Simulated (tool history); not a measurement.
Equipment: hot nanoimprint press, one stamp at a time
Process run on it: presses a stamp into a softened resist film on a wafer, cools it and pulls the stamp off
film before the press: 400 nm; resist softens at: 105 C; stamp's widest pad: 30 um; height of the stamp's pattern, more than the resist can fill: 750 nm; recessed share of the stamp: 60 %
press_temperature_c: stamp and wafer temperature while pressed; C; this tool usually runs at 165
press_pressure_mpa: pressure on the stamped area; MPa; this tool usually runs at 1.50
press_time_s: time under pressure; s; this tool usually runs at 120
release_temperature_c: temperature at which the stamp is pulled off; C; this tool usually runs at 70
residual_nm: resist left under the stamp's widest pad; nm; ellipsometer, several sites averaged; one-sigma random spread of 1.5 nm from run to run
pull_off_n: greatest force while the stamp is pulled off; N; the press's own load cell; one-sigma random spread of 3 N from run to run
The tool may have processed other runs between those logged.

| run | hour | press_temperature_c | press_pressure_mpa | press_time_s | release_temperature_c | residual_nm | pull_off_n |
|---|---|---|---|---|---|---|---|
| 1 | 0.0 | 165 | 1.50 | 120 | 70 | 227.2 | 142 |
| 2 | 27.6 | 165 | 2.40 | 120 | 70 | 189.1 | 141 |
| 3 | 72.1 | 165 | 2.40 | 120 | 70 | 185.9 | 142 |
| 4 | 123.3 | 165 | 2.40 | 120 | 70 | 186.5 | 140 |
| 5 | 155.5 | 165 | 2.40 | 89 | 70 | 210.4 | 135 |
| 6 | 188.8 | 165 | 1.50 | 120 | 70 | 233.7 | 141 |
| 7 | 232.4 | 165 | 1.50 | 120 | 70 | 232.1 | 141 |
| 8 | 258.7 | 165 | 1.50 | 120 | 70 | 230.7 | 146 |
| 9 | 284.3 | 163 | 1.50 | 120 | 70 | 254.7 | 143 |
| 10 | 327.1 | 163 | 1.50 | 120 | 70 | 259.1 | 145 |
| 11 | 352.5 | 163 | 1.50 | 120 | 70 | 254.6 | 141 |
| 12 | 381.0 | 165 | 1.50 | 120 | 70 | 228.3 | 140 |
| 13 | 412.8 | 165 | 1.50 | 120 | 70 | 231.6 | 148 |
| 14 | 443.4 | 165 | 1.50 | 120 | 72 | 232.2 | 134 |
| 15 | 469.0 | 165 | 1.50 | 120 | 70 | 229.6 | 143 |
| 16 | 510.4 | 173 | 1.12 | 170 | 60 | 150.2 | 149 |
| 17 | 554.7 | 168 | 0.92 | 170 | 60 | 217.4 | 154 |
| 18 | 578.6 | 168 | 0.92 | 170 | 60 | 217.7 | 160 |
| 19 | 617.3 | 165 | 2.17 | 120 | 70 | 197.7 | 141 |
| 20 | 658.0 | 163 | 1.50 | 184 | 70 | 223.1 | 141 |
| 21 | 679.8 | 163 | 1.50 | 184 | 70 | 223.3 | 144 |
| 22 | 713.6 | 153 | 1.93 | 74 | 70 | 362.2 | 142 |
| 23 | 756.3 | 153 | 1.93 | 74 | 70 | 365.4 | 143 |
| 24 | 780.6 | 156 | 1.86 | 62 | 56 | 350.2 | 166 |
| 25 | 801.3 | 156 | 1.86 | 62 | 56 | 352.8 | 163 |
| 26 | 819.7 | 165 | 1.27 | 211 | 70 | 208.3 | 137 |
| 27 | 854.7 | 165 | 1.27 | 211 | 70 | 206.4 | 145 |
| 28 | 884.6 | 160 | 1.09 | 123 | 66 | 316.5 | 142 |
| 29 | 918.7 | 160 | 1.09 | 123 | 66 | 316.7 | 151 |
| 30 | 950.7 | 177 | 1.50 | 204 | 74 | 94.9 | 134 |

The log once held 6 entries between its listed runs, left out of this copy. Where does each go, and what is different about the tool's unlogged condition between the listed run before it and the listed run after it?
Logged between run 3 and run 4: stamp cleaned and given a new release coat (hour 89.1); plate thermocouple calibrated (hour 115.8)
  true temperature over the reading, C: -0.03 -> 0; grip of the stamp's worn release coat, % over a new coat's: 1.3 -> 0.1
Logged between run 15 and run 16: stamp cleaned and given a new release coat (hour 482.6)
  pressure that arrives at the usual setting, %: 99.72 -> 99.71; grip of the stamp's worn release coat, % over a new coat's: 1.3 -> 0.1
Logged between run 19 and run 20: plate thermocouple calibrated (hour 635.8); press's hydraulic seals changed and the load cell set to zero (hour 643.8)
  true temperature over the reading, C: -0.04 -> 0; pressure that arrives at the usual setting, %: 99.7 -> 100; grip of the stamp's worn release coat, % over a new coat's: 0.4 -> 0.5
Logged between run 27 and run 28: stamp cleaned and given a new release coat (hour 883.4)
  pressure that arrives at the usual setting, %: 99.98 -> 99.97; grip of the stamp's worn release coat, % over a new coat's: 1.2 -> 0

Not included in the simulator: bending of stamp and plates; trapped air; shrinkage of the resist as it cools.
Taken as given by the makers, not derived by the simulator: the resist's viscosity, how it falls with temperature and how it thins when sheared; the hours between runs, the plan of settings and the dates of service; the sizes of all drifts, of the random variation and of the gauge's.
